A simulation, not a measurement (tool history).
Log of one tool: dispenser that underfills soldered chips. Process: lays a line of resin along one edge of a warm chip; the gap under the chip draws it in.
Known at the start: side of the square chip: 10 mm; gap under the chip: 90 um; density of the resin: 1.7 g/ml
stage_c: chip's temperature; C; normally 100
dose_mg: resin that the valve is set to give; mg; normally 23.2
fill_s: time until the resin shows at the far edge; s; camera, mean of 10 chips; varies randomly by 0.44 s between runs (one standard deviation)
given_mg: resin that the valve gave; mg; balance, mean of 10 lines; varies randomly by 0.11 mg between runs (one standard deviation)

Run 1, hour 0: usual settings. Result: fill_s 38 s, given_mg 22.45 mg.
At hour 9.3: new syringe of resin.
Run 2, hour 9.3: usual settings. Result: fill_s 32.6 s, given_mg 22.2 mg.
Run 3, hour 17: usual settings. Result: fill_s 42.6 s, given_mg 22.23 mg.
Run 4, hour 22.3: usual settings but stage_c 85 C. Result: fill_s 92.3 s, given_mg 21.93 mg.
At hour 23.4: new syringe of resin.
At hour 26: dispensing valve cleaned and set on the balance.
Run 5, hour 32.3: usual settings but stage_c 85 C. Result: fill_s 76.5 s, given_mg 23.11 mg.
At hour 38.2: new syringe of resin.
Run 6, hour 41.1: usual settings but stage_c 86 C. Result: fill_s 63.7 s, given_mg 22.97 mg.
Run 7, hour 49.1: usual settings but stage_c 86 C, dose_mg 22.1 mg. Result: fill_s 83.1 s, given_mg 21.82 mg.
At hour 52.1: new syringe of resin.
Run 8, hour 54.3: usual settings but dose_mg 24.2 mg. Result: fill_s 35.1 s, given_mg 23.91 mg.
Run 9, hour 58.6: usual settings but dose_mg 24.2 mg. Result: fill_s 39.9 s, given_mg 23.91 mg.
Run 10, hour 62.4: usual settings but stage_c 87 C. Result: fill_s 73.4 s, given_mg 23.1 mg.
At hour 65.9: new syringe of resin.
Run 11, hour 69.1: usual settings but dose_mg 27.7 mg. Result: fill_s 35.2 s, given_mg 27.07 mg.
Run 12, hour 75.2: usual settings but dose_mg 27.7 mg. Result: fill_s 43.3 s, given_mg 27.15 mg.
At hour 80: new syringe of resin.
Run 13, hour 83.8: usual settings but stage_c 94 C. Result: fill_s 48.6 s, given_mg 22.71 mg.
Run 14, hour 88.6: usual settings but stage_c 95 C, dose_mg 21.7 mg. Result: fill_s 53.6 s, given_mg 20.92 mg.
Run 15, hour 93: usual settings but stage_c 95 C, dose_mg 21.7 mg. Result: fill_s 63.4 s, given_mg 20.97 mg.
At hour 94: new syringe of resin.
Run 16, hour 100.4: usual settings but stage_c 92 C, dose_mg 26.8 mg. Result: fill_s 53.6 s, given_mg 26.06 mg.
Run 17, hour 106: usual settings. Result: fill_s 49.2 s, given_mg 22.52 mg.
At hour 107.9: new syringe of resin.
Run 18, hour 111: usual settings but stage_c 105 C, dose_mg 25.1 mg. Result: fill_s 29.9 s, given_mg 24.32 mg.
Run 19, hour 116.4: usual settings but stage_c 105 C, dose_mg 25.1 mg. Result: fill_s 35.6 s, given_mg 24.24 mg.
At hour 121.8: new syringe of resin.
Run 20, hour 122.8: usual settings but stage_c 105 C, dose_mg 25.1 mg. Result: fill_s 28.3 s, given_mg 23.95 mg.
Run 21, hour 128.1: usual settings but stage_c 104 C, dose_mg 29.3 mg. Result: fill_s 34.5 s, given_mg 27.96 mg.
Run 22, hour 132.7: usual settings but stage_c 101 C, dose_mg 24.2 mg. Result: fill_s 45.7 s, given_mg 23.06 mg.
At hour 135.6: new syringe of resin.
Run 23, hour 139.4: usual settings but stage_c 108 C. Result: fill_s 27.5 s, given_mg 21.93 mg.
Run 24, hour 143.7: usual settings but stage_c 108 C. Result: fill_s 31.8 s, given_mg 22.08 mg.
At hour 149.8: new syringe of resin.
Run 25, hour 150: usual settings but stage_c 108 C. Result: fill_s 25.6 s, given_mg 21.94 mg.
At hour 154: dispensing valve cleaned and set on the balance.
Run 26, hour 157.9: usual settings but stage_c 108 C. Result: fill_s 30.8 s, given_mg 23.01 mg.

Predict each of these 5 candidate next runs independently; none follows another, all start after run 26:
At hour 164.5: new syringe of resin.
Run A, hour 165.9: usual settings but stage_c 111 C, dose_mg 25.9 mg. Result: fill_s ?, given_mg ?.
At hour 164.5: new syringe of resin.
Run B, hour 165.9: usual settings but stage_c 96 C, dose_mg 19.8 mg. Result: fill_s ?, given_mg ?.
At hour 164.5: new syringe of resin.
Run C, hour 165.9: usual settings but dose_mg 30 mg. Result: fill_s ?, given_mg ?.
At hour 164.5: new syringe of resin.
Run D, hour 165.9: usual settings but stage_c 107 C, dose_mg 20 mg. Result: fill_s ?, given_mg ?.
At hour 164.5: new syringe of resin.
Run E, hour 165.9: usual settings but stage_c 111 C. Result: fill_s ?, given_mg ?.

run  fill_s  given_mg
  A    23.1     25.59
  B    41.6     19.69
  C    34.9     29.77
  D    27.1     19.75
  E    22.3        23
Had the tool no hidden state, the same runs would have come out as:
run  fill_s  given_mg
  A    21.5     25.77
  B    38.4     19.82
  C    32.4     29.97
  D    25.1     19.88
  E    20.7     23.16
